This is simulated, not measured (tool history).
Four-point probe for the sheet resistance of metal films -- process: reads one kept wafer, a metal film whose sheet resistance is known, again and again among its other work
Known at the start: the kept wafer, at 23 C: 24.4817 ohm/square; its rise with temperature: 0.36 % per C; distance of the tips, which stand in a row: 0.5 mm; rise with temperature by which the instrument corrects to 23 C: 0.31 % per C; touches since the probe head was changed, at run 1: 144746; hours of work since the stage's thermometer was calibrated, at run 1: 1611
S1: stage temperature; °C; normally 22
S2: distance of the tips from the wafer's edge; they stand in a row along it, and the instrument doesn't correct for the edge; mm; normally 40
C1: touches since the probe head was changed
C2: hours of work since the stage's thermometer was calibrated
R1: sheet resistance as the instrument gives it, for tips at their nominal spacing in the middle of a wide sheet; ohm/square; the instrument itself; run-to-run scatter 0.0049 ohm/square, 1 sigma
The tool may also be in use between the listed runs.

{"run": 1, "hour": 0.0, "S1": 22, "S2": 40, "C1": 144746, "C2": 1611, "R1": 24.474382}
{"run": 2, "hour": 40.4, "S1": 22, "S2": 40, "C1": 147580, "C2": 1643, "R1": 24.473548}
{"run": 3, "hour": 96.9, "S1": 22, "S2": 40, "C1": 151538, "C2": 1687, "R1": 24.474597}
{"run": 4, "hour": 146.6, "S1": 22, "S2": 5, "C1": 155020, "C2": 1726, "R1": 24.61578}
{"run": 5, "hour": 207.0, "S1": 22, "S2": 5, "C1": 159249, "C2": 1773, "R1": 24.598514}
{"run": 6, "hour": 236.4, "S1": 22, "S2": 5, "C1": 161310, "C2": 1796, "R1": 24.601762}
{"run": 7, "hour": 272.1, "S1": 22, "S2": 5, "C1": 163816, "C2": 1824, "R1": 24.603819}
{"run": 8, "hour": 313.4, "S1": 23, "S2": 9, "C1": 166709, "C2": 1856, "R1": 24.519962}
{"run": 9, "hour": 348.9, "S1": 23, "S2": 9, "C1": 169194, "C2": 1884, "R1": 24.519155}
{"run": 10, "hour": 392.4, "S1": 23, "S2": 9, "C1": 172245, "C2": 1918, "R1": 24.516534}
{"hour": 404.5, "done": "stage's thermometer calibrated"}
{"hour": 414.9, "done": "new probe head fitted"}
{"run": 11, "hour": 442.1, "S1": 22, "S2": 58, "C1": 1905, "C2": 29, "R1": 24.476918}
{"run": 12, "hour": 492.8, "S1": 25, "S2": 6, "C1": 5455, "C2": 68, "R1": 24.591578}

Estimate the outcome of run 13 from the log above:
{"run": 13, "hour": 539.6, "S1": 25, "S2": 6, "C1": 8734, "C2": 105, "R1": "?"}

{"run 13": {"R1": 24.597319}}
Had the tool carried no hidden state, the very same run would have given R1 24.596526 ohm/square.
